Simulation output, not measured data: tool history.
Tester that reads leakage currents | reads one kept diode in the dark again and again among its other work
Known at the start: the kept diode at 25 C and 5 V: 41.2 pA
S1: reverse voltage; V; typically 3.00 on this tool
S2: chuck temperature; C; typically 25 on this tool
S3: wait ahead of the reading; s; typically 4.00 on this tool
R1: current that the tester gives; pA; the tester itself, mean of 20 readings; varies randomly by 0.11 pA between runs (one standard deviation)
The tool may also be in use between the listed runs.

Run 1, hour 0.0: usual settings. Result: R1 38.21 pA.
Run 2, hour 78.9: usual settings. Result: R1 39.02 pA.
Run 3, hour 138.9: usual settings. Result: R1 39.01 pA.
Run 4, hour 216.4: usual settings but S2 32 C. Result: R1 64.24 pA.
Run 5, hour 294.0: usual settings but S3 2.51 s. Result: R1 40.13 pA.
At hour 300.9: chuck's temperature calibrated.
Run 6, hour 342.6: usual settings but S3 2.51 s. Result: R1 44.02 pA.
Run 7, hour 415.2: usual settings. Result: R1 44.32 pA.
Run 8, hour 477.1: usual settings. Result: R1 44.79 pA.
At hour 543.7: chuck's temperature calibrated, once more.
Run 9, hour 559.8: usual settings. Result: R1 35.43 pA.
Run 10, hour 631.7: usual settings. Result: R1 35.72 pA.
Run 11, hour 699.7: usual settings. Result: R1 36.28 pA.
Run 12, hour 743.0: usual settings. Result: R1 36.34 pA.
Run 13, hour 781.0: usual settings but S3 1.55 s. Result: R1 36.89 pA.
Run 14, hour 836.0: usual settings but S3 1.55 s. Result: R1 37.17 pA.
Run 15, hour 903.1: usual settings but S3 1.55 s. Result: R1 37.60 pA.
Run 16, hour 965.2: usual settings but S3 1.55 s. Result: R1 38.05 pA.
Run 17, hour 1032.6: usual settings but S3 1.56 s. Result: R1 38.08 pA.
At hour 1051.3: tester calibrated.
Run 18, hour 1101.7: usual settings but S1 1.74 V, S2 24 C, S3 7.22 s. Result: R1 28.40 pA.
Run 19, hour 1147.4: usual settings but S1 1.94 V, S2 24 C, S3 7.22 s. Result: R1 30.10 pA.
Run 20, hour 1181.9: usual settings but S1 1.94 V, S2 24 C, S3 7.22 s. Result: R1 30.48 pA.
Run 21, hour 1248.2: usual settings but S1 1.94 V, S2 24 C, S3 7.22 s. Result: R1 30.57 pA.
Run 22, hour 1315.3: usual settings but S2 28 C. Result: R1 49.82 pA.
Run 23, hour 1377.3: usual settings but S1 4.40 V, S2 37 C, S3 1.46 s. Result: R1 109.79 pA.
Run 24, hour 1443.2: usual settings but S1 5.36 V. Result: R1 54.70 pA.
Run 25, hour 1501.5: usual settings but S1 9.08 V, S2 37 C, S3 2.14 s. Result: R1 155.09 pA.
Run 26, hour 1576.2: usual settings but S1 9.08 V, S2 37 C, S3 5.23 s. Result: R1 155.65 pA.

The next listed run, before its measurement:
At hour 1614.6: chuck's temperature calibrated.
Run 27, hour 1626.6: usual settings but S1 12.20 V, S2 54 C, S3 0.50 s. Result: R1 ?.

Run 27 gave R1 458.27 pA.
Had the tool carried no hidden state, the very same run would have given R1 445.86 pA.
